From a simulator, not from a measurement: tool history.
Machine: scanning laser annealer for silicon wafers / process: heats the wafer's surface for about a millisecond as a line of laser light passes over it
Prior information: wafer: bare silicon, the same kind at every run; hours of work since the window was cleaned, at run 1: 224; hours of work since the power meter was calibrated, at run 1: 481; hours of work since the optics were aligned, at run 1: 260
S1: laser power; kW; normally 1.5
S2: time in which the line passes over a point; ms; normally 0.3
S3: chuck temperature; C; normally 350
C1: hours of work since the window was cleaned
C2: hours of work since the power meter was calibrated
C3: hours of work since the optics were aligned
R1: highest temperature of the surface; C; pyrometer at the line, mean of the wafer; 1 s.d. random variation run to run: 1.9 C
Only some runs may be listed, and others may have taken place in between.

run,hour,S1,S2,S3,C1,C2,C3,R1
1,0,1.5,0.3,350,224,481,260,1085
2,40.8,1.5,0.3,385,247,504,282,1118
3,78.2,1.5,0.3,385,268,525,303,1116
4,117.8,1.5,0.236,350,290,547,325,996
5,142.6,1.5,0.3,353,304,561,339,1089
6,178.1,1.5,0.347,353,324,581,359,1145
7,200.7,1.5,0.347,353,337,594,372,1147
8,223.2,1.368,0.3,350,349,606,385,1011
9,248.7,1.368,0.3,350,364,621,399,1007
10,276.7,1.5,0.3,350,379,636,414,1088
11,312.7,1.5,0.3,350,399,657,435,1084
12,329.8,1.5,0.3,350,409,666,444,1083
13,371.7,1.5,0.3,350,433,690,468,1082
14,395.5,1.5,0.3,350,446,703,481,1082
15,431.1,1.5,0.3,350,466,723,501,1086
16,469.6,1.5,0.3,350,487,744,523,1082
17,493.8,1.5,0.3,350,501,758,536,1087
18,520.8,1.5,0.3,350,516,773,551,1083
19,560.6,1.5,0.3,350,538,795,574,1083
20,579.8,1.5,0.3,350,549,806,584,1084
21,603.8,1.5,0.3,350,563,820,598,1082
22,640.4,1.5,0.3,350,583,840,618,1080
23,657.3,1.5,0.3,338,593,850,628,1071
24,690.1,1.619,0.3,350,611,868,646,1154
25,727.2,1.461,0.342,383,632,889,667,1148
26,754.5,1.413,0.25,350,647,904,682,969
27,775.5,1.645,0.221,350,659,916,694,1043
28,806.7,1.543,0.281,364,676,933,711,1097
29,826.4,1.503,0.361,363,687,944,722,1174
30,854.9,1.503,0.275,382,703,960,738,1084
31,877.9,1.5,0.256,353,716,973,751,1025
32,916,1.514,0.256,353,737,994,773,1037
33,956.7,1.514,0.256,353,760,1017,795,1035
34,989.3,1.393,0.256,383,778,1036,814,996
35,1012.8,1.455,0.213,349,792,1049,827,937
36,1052.5,1.455,0.213,349,814,1071,849,938
37,1072.4,1.469,0.359,350,825,1082,860,1138
38,1112.5,1.469,0.268,348,847,1104,883,1021
# hour 1128.7: optics aligned, line set to its width
39,1146.2,1.523,0.297,350,864,1121,10,1091
40,1167.1,1.45,0.312,350,875,1132,22,1068
41,1199.3,1.332,0.261,350,893,1150,40,938

Across each entry between runs, compare the hidden state at the last listed run before it with the hidden state at the first listed run after it:
Logged between run 38 and run 39: optics aligned, line set to its width (hour 1128.7)
  width of the line over the set one, %: 0.06 -> 0
